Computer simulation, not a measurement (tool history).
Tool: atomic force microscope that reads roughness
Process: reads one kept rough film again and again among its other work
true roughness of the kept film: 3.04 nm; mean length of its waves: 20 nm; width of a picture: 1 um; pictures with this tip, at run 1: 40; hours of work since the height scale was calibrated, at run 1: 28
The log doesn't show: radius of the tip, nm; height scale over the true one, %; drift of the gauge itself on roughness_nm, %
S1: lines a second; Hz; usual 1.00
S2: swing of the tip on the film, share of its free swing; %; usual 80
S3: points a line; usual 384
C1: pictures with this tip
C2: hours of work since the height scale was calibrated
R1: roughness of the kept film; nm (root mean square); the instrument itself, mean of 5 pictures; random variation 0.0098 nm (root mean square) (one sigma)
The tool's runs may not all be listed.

run 1 hour=0.0 | S1=1.00 S2=80 S3=384 | C1=40 C2=28 | R1=1.921
run 2 hour=8.3 | S1=1.00 S2=80 S3=384 | C1=46 C2=31 | R1=1.859
run 3 hour=14.7 | S1=2.17 S2=80 S3=384 | C1=52 C2=34 | R1=1.779
run 4 hour=20.0 | S1=2.17 S2=80 S3=384 | C1=56 C2=36 | R1=1.745
run 5 hour=30.7 | S1=2.17 S2=80 S3=384 | C1=65 C2=40 | R1=1.706
run 6 hour=37.8 | S1=2.17 S2=72 S3=384 | C1=71 C2=43 | R1=1.718
run 7 hour=44.8 | S1=2.17 S2=72 S3=384 | C1=76 C2=46 | R1=1.682
run 8 hour=54.8 | S1=1.00 S2=77 S3=384 | C1=85 C2=50 | R1=1.669
run 9 hour=65.6 | S1=1.00 S2=77 S3=384 | C1=93 C2=54 | R1=1.615
run 10 hour=73.0 | S1=3.42 S2=80 S3=384 | C1=100 C2=57 | R1=1.491
run 11 hour=79.5 | S1=3.42 S2=80 S3=384 | C1=105 C2=60 | R1=1.481
run 12 hour=85.2 | S1=1.00 S2=80 S3=462 | C1=110 C2=62 | R1=1.566
run 13 hour=93.2 | S1=1.00 S2=80 S3=462 | C1=116 C2=66 | R1=1.532
run 14 hour=103.3 | S1=1.00 S2=80 S3=462 | C1=124 C2=70 | R1=1.485
run 15 hour=108.5 | S1=0.74 S2=89 S3=275 | C1=129 C2=72 | R1=1.439
run 16 hour=117.9 | S1=0.74 S2=89 S3=275 | C1=136 C2=76 | R1=1.422
run 17 hour=127.0 | S1=1.80 S2=89 S3=827 | C1=144 C2=79 | R1=1.383
run 18 hour=134.8 | S1=1.00 S2=89 S3=717 | C1=150 C2=82 | R1=1.407
-- hour=138.7 new tip fitted
run 19 hour=146.1 | S1=1.00 S2=89 S3=717 | C1=6 C2=87 | R1=2.156
run 20 hour=155.2 | S1=1.00 S2=89 S3=717 | C1=14 C2=90 | R1=2.063
run 21 hour=163.0 | S1=1.00 S2=65 S3=384 | C1=20 C2=94 | R1=2.072

The next listed run, before its measurement:
run 22 hour=168.2 | S1=1.00 S2=65 S3=384 | C1=24 C2=96 | R1=?

R1: 2.040 nm (root mean square)
Without the tool's hidden state the same run would have given R1 2.265 nm (root mean square).
